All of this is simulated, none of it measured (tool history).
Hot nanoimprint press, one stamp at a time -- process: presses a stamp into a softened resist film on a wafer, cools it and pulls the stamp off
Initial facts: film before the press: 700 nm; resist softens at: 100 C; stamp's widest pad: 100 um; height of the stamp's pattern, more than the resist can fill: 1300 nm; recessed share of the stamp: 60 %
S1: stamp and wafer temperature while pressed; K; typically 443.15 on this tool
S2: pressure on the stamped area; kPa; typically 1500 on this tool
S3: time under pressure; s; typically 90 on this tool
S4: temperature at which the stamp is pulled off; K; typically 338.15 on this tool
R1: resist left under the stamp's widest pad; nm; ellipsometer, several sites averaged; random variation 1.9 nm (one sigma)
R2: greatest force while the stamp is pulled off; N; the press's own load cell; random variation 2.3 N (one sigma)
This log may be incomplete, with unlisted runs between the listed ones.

Run 1, hour 0.0: usual settings. Result: R1 294.4 nm, R2 117 N.
Run 2, hour 61.2: usual settings but S2 2100 kPa. Result: R1 241.1 nm, R2 118 N.
At hour 70.9: stamp cleaned and given a new release coat.
Run 3, hour 128.1: usual settings but S1 442.15 K, S2 2100 kPa. Result: R1 246.2 nm, R2 107 N.
At hour 149.6: plate thermocouple calibrated.
Run 4, hour 171.6: usual settings but S1 442.15 K, S2 2100 kPa. Result: R1 258.2 nm, R2 118 N.
Run 5, hour 228.5: usual settings but S1 442.15 K, S2 2100 kPa, S4 342.15 K. Result: R1 259.6 nm, R2 109 N.
At hour 237.4: stamp cleaned and given a new release coat.
Run 6, hour 289.3: usual settings but S2 1340 kPa. Result: R1 315.3 nm, R2 109 N.
Run 7, hour 333.0: usual settings but S2 1340 kPa. Result: R1 317.7 nm, R2 113 N.
Run 8, hour 384.9: usual settings. Result: R1 294.5 nm, R2 120 N.
At hour 402.8: stamp cleaned and given a new release coat.
Run 9, hour 418.8: usual settings. Result: R1 294.7 nm, R2 98 N.
Run 10, hour 481.0: usual settings but S1 447.15 K. Result: R1 250.4 nm, R2 109 N.
Run 11, hour 538.5: usual settings but S1 453.15 K. Result: R1 198.5 nm, R2 117 N.
At hour 554.5: plate thermocouple calibrated.
At hour 569.2: stamp cleaned and given a new release coat.
Run 12, hour 590.0: usual settings but S1 434.15 K. Result: R1 420.1 nm, R2 103 N.
Run 13, hour 646.2: usual settings but S2 1180 kPa. Result: R1 338.4 nm, R2 114 N.
Run 14, hour 704.3: usual settings. Result: R1 297.5 nm, R2 116 N.
At hour 733.7: stamp cleaned and given a new release coat.
Run 15, hour 752.0: usual settings. Result: R1 293.7 nm, R2 103 N.
Run 16, hour 808.8: usual settings but S1 444.15 K, S2 1990 kPa, S3 79 s, S4 331.15 K. Result: R1 252.3 nm, R2 125 N.
Run 17, hour 866.4: usual settings but S1 444.15 K, S2 1990 kPa, S3 79 s, S4 331.15 K. Result: R1 251.5 nm, R2 130 N.
At hour 899.5: stamp cleaned and given a new release coat.
Run 18, hour 925.7: usual settings but S2 1810 kPa, S3 70 s, S4 327.15 K. Result: R1 286.8 nm, R2 123 N.
At hour 965.7: plate thermocouple calibrated.
Run 19, hour 987.1: usual settings but S2 1810 kPa, S3 70 s, S4 327.15 K. Result: R1 296.1 nm, R2 135 N.
Run 20, hour 1014.2: usual settings but S2 1810 kPa, S3 53 s, S4 327.15 K. Result: R1 328.1 nm, R2 138 N.
Run 21, hour 1047.5: usual settings but S2 1810 kPa, S3 53 s, S4 327.15 K. Result: R1 327.6 nm, R2 144 N.
At hour 1066.9: stamp cleaned and given a new release coat.
Run 22, hour 1106.9: usual settings but S4 336.15 K. Result: R1 292.5 nm, R2 107 N.
Run 23, hour 1164.4: usual settings but S3 133 s, S4 336.15 K. Result: R1 262.0 nm, R2 115 N.
Run 24, hour 1205.2: usual settings but S1 438.15 K, S2 1680 kPa, S3 75 s, S4 326.15 K. Result: R1 363.7 nm, R2 148 N.
At hour 1234.6: stamp cleaned and given a new release coat.
Run 25, hour 1274.9: usual settings but S2 1000 kPa, S3 70 s. Result: R1 393.5 nm, R2 109 N.
Run 26, hour 1320.6: usual settings but S3 81 s, S4 332.15 K. Result: R1 304.6 nm, R2 123 N.
At hour 1346.9: press's hydraulic seals changed and the load cell set to zero.
At hour 1382.3: plate thermocouple calibrated.
Run 27, hour 1391.9: usual settings but S3 81 s, S4 332.15 K. Result: R1 310.0 nm, R2 136 N.
At hour 1408.8: stamp cleaned and given a new release coat.
Run 28, hour 1440.2: usual settings but S2 1180 kPa, S3 62 s, S4 344.15 K. Result: R1 375.6 nm, R2 94 N.
Run 29, hour 1502.3: usual settings but S2 2020 kPa, S3 62 s, S4 330.15 K. Result: R1 284.1 nm, R2 128 N.
Run 30, hour 1535.1: usual settings but S1 451.15 K, S4 342.15 K. Result: R1 216.9 nm, R2 109 N.

Below, some changes in R1 between adjacent runs. For each, the amount present without the hidden state too (settings, incoming material, random variation) and the amount remaining for the hidden state with gauge scatter not shared by both compared results:
The hidden state here: true temperature over the reading, C; pressure that arrives at the usual setting, %; grip of the stamp's worn release coat, % over a new coat's; drift of the gauge itself on residual_nm, %; drift of the gauge itself on pull_off_n, %.
Run 3 -> 4: plate thermocouple calibrated. R1 +12.0 nm: hidden state +13.1, all else -1.1.
Run 11 -> 12: S1 453.15 -> 434.15, plate thermocouple calibrated, stamp cleaned and given a new release coat. R1 +221.6 nm: hidden state +4.3, all else +217.3.
Run 18 -> 19: plate thermocouple calibrated. R1 +9.3 nm: hidden state +12.0, all else -2.7.
Run 23 -> 24: S1 443.15 -> 438.15, S2 1500 -> 1680, S3 133 -> 75, S4 336.15 -> 326.15. R1 +101.7 nm: hidden state -1.5, all else +103.2.
Run 24 -> 25: S1 438.15 -> 443.15, S2 1680 -> 1000, S3 75 -> 70, S4 326.15 -> 338.15, stamp cleaned and given a new release coat. R1 +29.8 nm: hidden state -4.7, all else +34.5.
Run 28 -> 29: S2 1180 -> 2020, S4 344.15 -> 330.15. R1 -91.5 nm: hidden state -1.0, all else -90.5.
